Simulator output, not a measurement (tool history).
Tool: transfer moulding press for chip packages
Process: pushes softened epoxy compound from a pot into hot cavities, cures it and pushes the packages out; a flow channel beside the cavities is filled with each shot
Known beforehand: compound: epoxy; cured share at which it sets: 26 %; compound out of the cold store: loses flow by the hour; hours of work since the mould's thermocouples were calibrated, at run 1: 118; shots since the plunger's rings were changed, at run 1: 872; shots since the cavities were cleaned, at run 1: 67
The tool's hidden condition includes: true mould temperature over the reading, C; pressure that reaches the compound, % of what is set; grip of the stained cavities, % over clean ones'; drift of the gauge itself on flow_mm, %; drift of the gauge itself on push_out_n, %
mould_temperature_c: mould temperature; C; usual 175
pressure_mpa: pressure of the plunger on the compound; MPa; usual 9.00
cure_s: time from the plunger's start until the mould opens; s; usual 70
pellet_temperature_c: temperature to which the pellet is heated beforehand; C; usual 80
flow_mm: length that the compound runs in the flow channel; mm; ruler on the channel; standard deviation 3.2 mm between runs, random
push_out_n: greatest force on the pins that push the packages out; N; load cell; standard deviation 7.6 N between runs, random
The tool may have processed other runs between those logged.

run   hour  mould_temperature_c  pressure_mpa  cure_s  pellet_temperature_c  hours of work since the mould's thermocouples were calibrated  shots since the plunger's rings were changed  shots since the cavities were cleaned  incoming compound's hours out of the cold store  flow_mm  push_out_n
  1    0.0                  175          9.00      70                    80                                                            118                                           872                                     67                                             46.1      527         358
  2   15.9                  175          9.00      70                    80                                                            125                                          1024                                    219                                             31.6      577         446
  3   33.1                  175          9.00      70                    80                                                            133                                          1188                                    383                                             13.3      654         536
  4   41.9                  175          9.00      70                    80                                                            137                                          1272                                    467                                             28.2      585         545
  5   58.5                  175          9.00      70                    80                                                            144                                          1430                                    625                                             20.3      619         610
  6   75.7                  182          9.00      70                    80                                                            152                                          1594                                    789                                             35.2      546         514
      85.9  -- cavities cleaned with cleaning compound and waxed
  7   93.7                  182          9.00      70                    80                                                            159                                          1752                                     75                                             38.3      540         296
  8  103.1                  182          9.99      70                    80                                                            164                                          1841                                    164                                             12.6      676         354
  9  118.0                  182          9.99      70                    80                                                            170                                          1983                                    306                                             16.6      655         386
 10  135.8                  182          9.99      70                    80                                                            178                                          2153                                    476                                             26.7      614         457
 11  149.0                  177          9.99      62                    77                                                            184                                          2278                                    601                                             42.7      553         613
 12  160.4                  178          9.99      62                    76                                                            190                                          2387                                    710                                             34.0      586         619
 13  173.9                  175          9.00     103                    80                                                            196                                          2516                                    839                                             34.7      559         481

Here are 3 independent what-if runs from the current tool condition. What would each one return?
     178.1  -- cavities cleaned with cleaning compound and waxed
  A  189.5                  181          9.00     103                    80                                                            202                                          2650                                    108                                             30.7        ?           ?
     178.1  -- cavities cleaned with cleaning compound and waxed
  B  189.5                  175          9.70      70                    80                                                            202                                          2650                                    108                                             46.8        ?           ?
     178.1  -- cavities cleaned with cleaning compound and waxed
  C  189.5                  175          9.29      88                    80                                                            202                                          2650                                    108                                             23.2        ?           ?

run  flow_mm  push_out_n
  A      556         312
  B      541         368
  C      606         334
Without the tool's unlogged condition, the same runs would have read:
run  flow_mm  push_out_n
  A      573         262
  B      558         305
  C      625         280
